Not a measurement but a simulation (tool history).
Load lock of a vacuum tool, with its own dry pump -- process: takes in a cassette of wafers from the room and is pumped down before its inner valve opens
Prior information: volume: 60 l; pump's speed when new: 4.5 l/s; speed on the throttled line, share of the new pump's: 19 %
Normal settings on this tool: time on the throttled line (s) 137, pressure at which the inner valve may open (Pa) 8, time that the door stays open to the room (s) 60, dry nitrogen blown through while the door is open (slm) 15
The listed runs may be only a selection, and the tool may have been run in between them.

run	hour	time on the throttled line (s)	pressure at which the inner valve may open (Pa)	time that the door stays open to the room (s)	dry nitrogen blown through while the door is open (slm)	incoming humidity of the room's air, %	time from the closed door until the inner valve may open (s)	rise of the pressure with all valves shut (Pa/min)
1	0	137	8	60	15	43.6	244.9	0.105
2	181.5	137	8	60	15	42.7	245	0.111
3	404.7	137	8	60	15	43.4	247.3	0.12
4	648.7	137	8	60	15	46.9	243.8	0.134
5	760.9	137	8	60	15	44.5	244.6	0.137
6	986.6	137	15	60	15	44.5	235.3	0.145
7	1230.4	137	15	60	15	41.7	236.6	0.162
8	1411.3	137	15	60	15	44.5	236.8	0.169
9	1583.1	137	15	60	15	45.6	235.5	0.18
10	1707.3	137	15	60	15	47.9	236.8	0.192
11	1848.8	137	8	60	29	44.4	247.4	0.186
12	2037	69	8	60	15	42.9	192.9	0.201
13	2207.2	69	8	60	15	44.8	192.8	0.209
14	2322.9	78	8	50	7	47.3	201.1	0.212
15	2531.4	137	8	28	35	44.5	247.1	0.217
16	2690.9	137	8	28	35	46.3	245.8	0.216
17	2846	254	8	28	35	41.9	340.9	0.228
18	3076.3	129	16	79	35	44.6	233.1	0.265
19	3299.9	129	16	79	35	41.7	230.4	0.267
20	3511.1	85	10	79	6	44.2	204.9	0.308
21	3660.5	137	11	146	15	44.1	244	0.332
22	3835.7	137	8	229	4	46	251.1	0.411

Run 23 is up next; what results do you expect?
23	4075.7	113	12	60	15	45.6	?	?

{"run 23": {"time from the closed door until the inner valve may open (s)": 222.9, "rise of the pressure with all valves shut (Pa/min)": 0.335}}
On a tool with no hidden condition, and with the same random variation, this run would have come out at time from the closed door until the inner valve may open (s) 211.3, rise of the pressure with all valves shut (Pa/min) 0.039.
